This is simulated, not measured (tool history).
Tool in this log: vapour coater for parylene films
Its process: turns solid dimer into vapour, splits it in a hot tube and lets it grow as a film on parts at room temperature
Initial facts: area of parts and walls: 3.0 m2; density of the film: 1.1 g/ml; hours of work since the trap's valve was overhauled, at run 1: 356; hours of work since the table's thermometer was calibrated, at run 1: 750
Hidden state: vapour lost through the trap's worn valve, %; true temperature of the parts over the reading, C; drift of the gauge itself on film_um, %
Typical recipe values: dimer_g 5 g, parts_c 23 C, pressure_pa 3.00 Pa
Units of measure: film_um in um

| run | hour | dimer_g | parts_c | pressure_pa | hours of work since the trap's valve was overhauled | hours of work since the table's thermometer was calibrated | film_um |
|---|---|---|---|---|---|---|---|
| 1 | 0.0 | 5 | 23 | 3.00 | 356 | 750 | 1.10 |
|  | 81.4 | table's thermometer calibrated |
| 2 | 85.5 | 5 | 34 | 3.00 | 420 | 3 | 0.85 |
| 3 | 127.9 | 5 | 23 | 3.00 | 452 | 35 | 1.05 |
| 4 | 192.8 | 5 | 23 | 3.00 | 501 | 84 | 1.05 |
| 5 | 260.6 | 5 | 23 | 3.00 | 552 | 135 | 1.03 |
|  | 269.6 | trap's valve overhauled |
| 6 | 318.2 | 5 | 23 | 3.00 | 37 | 176 | 1.19 |
| 7 | 402.4 | 5 | 23 | 3.00 | 100 | 239 | 1.12 |
| 8 | 486.0 | 5 | 23 | 3.00 | 163 | 302 | 1.12 |
| 9 | 556.9 | 4 | 23 | 3.00 | 217 | 356 | 0.86 |
| 10 | 615.4 | 5 | 23 | 3.00 | 261 | 400 | 1.11 |
| 11 | 667.5 | 5 | 23 | 3.00 | 300 | 439 | 1.12 |
| 12 | 740.3 | 5 | 23 | 3.00 | 355 | 494 | 1.12 |
| 13 | 798.4 | 5 | 23 | 3.00 | 399 | 538 | 1.11 |
| 14 | 855.2 | 5 | 23 | 3.00 | 442 | 581 | 1.09 |
| 15 | 939.8 | 5 | 23 | 3.00 | 506 | 645 | 1.02 |
|  | 1015.2 | trap's valve overhauled |
| 16 | 1026.1 | 5 | 23 | 3.00 | 8 | 707 | 1.14 |
| 17 | 1113.2 | 5 | 23 | 3.00 | 74 | 773 | 1.13 |
|  | 1162.0 | table's thermometer calibrated |
| 18 | 1200.2 | 5 | 29 | 3.00 | 139 | 29 | 0.97 |
| 19 | 1266.4 | 4 | 17 | 9.59 | 189 | 79 | 0.78 |
| 20 | 1343.9 | 5 | 31 | 3.62 | 247 | 137 | 0.91 |
| 21 | 1427.3 | 5 | 31 | 3.62 | 310 | 200 | 0.88 |
| 22 | 1481.6 | 5 | 23 | 3.20 | 351 | 241 | 1.07 |
| 23 | 1568.3 | 8 | 20 | 8.32 | 417 | 307 | 1.47 |
| 24 | 1646.4 | 8 | 20 | 8.32 | 476 | 366 | 1.42 |
| 25 | 1731.0 | 8 | 20 | 8.32 | 539 | 429 | 1.41 |
|  | 1757.0 | trap's valve overhauled |
| 26 | 1806.1 | 5 | 23 | 9.43 | 37 | 483 | 0.88 |
| 27 | 1844.8 | 5 | 23 | 9.43 | 66 | 512 | 0.90 |
| 28 | 1913.8 | 5 | 23 | 9.43 | 118 | 564 | 0.90 |
| 29 | 1976.6 | 5 | 23 | 8.67 | 166 | 612 | 0.89 |
| 30 | 2046.1 | 3 | 20 | 8.44 | 218 | 664 | 0.55 |
| 31 | 2097.6 | 3 | 23 | 2.37 | 257 | 703 | 0.72 |
| 32 | 2184.4 | 3 | 23 | 5.25 | 323 | 769 | 0.53 |
| 33 | 2225.8 | 4 | 26 | 3.65 | 354 | 800 | 0.80 |

For each entry between runs, how does the tool's hidden state at the last listed run before it compare with that at the first listed run after it?
From run 1 to run 2: table's thermometer calibrated (hour 81.4)
  vapour lost through the trap's worn valve, %: 6.9 -> 8.1; true temperature of the parts over the reading, C: -0.63 -> 0.13
  difference, measured minus the result without the unlogged condition, film_um: -0.07 -> -0.07 um
From run 5 to run 6: trap's valve overhauled (hour 269.6)
  vapour lost through the trap's worn valve, %: 10.9 -> 1.2; true temperature of the parts over the reading, C: 0.04 -> 0.02
  difference, measured minus the result without the unlogged condition, film_um: -0.13 -> -0.01 um
From run 15 to run 16: trap's valve overhauled (hour 1015.2)
  vapour lost through the trap's worn valve, %: 10.9 -> 0.6; true temperature of the parts over the reading, C: -0.29 -> -0.32
  difference, measured minus the result without the unlogged condition, film_um: -0.12 -> +0.00 um
From run 17 to run 18: table's thermometer calibrated (hour 1162.0)
  vapour lost through the trap's worn valve, %: 2 -> 3.3; true temperature of the parts over the reading, C: -0.37 -> 0.03
  difference, measured minus the result without the unlogged condition, film_um: -0.01 -> -0.03 um
From run 25 to run 26: trap's valve overhauled (hour 1757.0)
  vapour lost through the trap's worn valve, %: 11.8 -> 0.9; true temperature of the parts over the reading, C: -0.23 -> -0.27
  difference, measured minus the result without the unlogged condition, film_um: -0.18 -> +0.00 um

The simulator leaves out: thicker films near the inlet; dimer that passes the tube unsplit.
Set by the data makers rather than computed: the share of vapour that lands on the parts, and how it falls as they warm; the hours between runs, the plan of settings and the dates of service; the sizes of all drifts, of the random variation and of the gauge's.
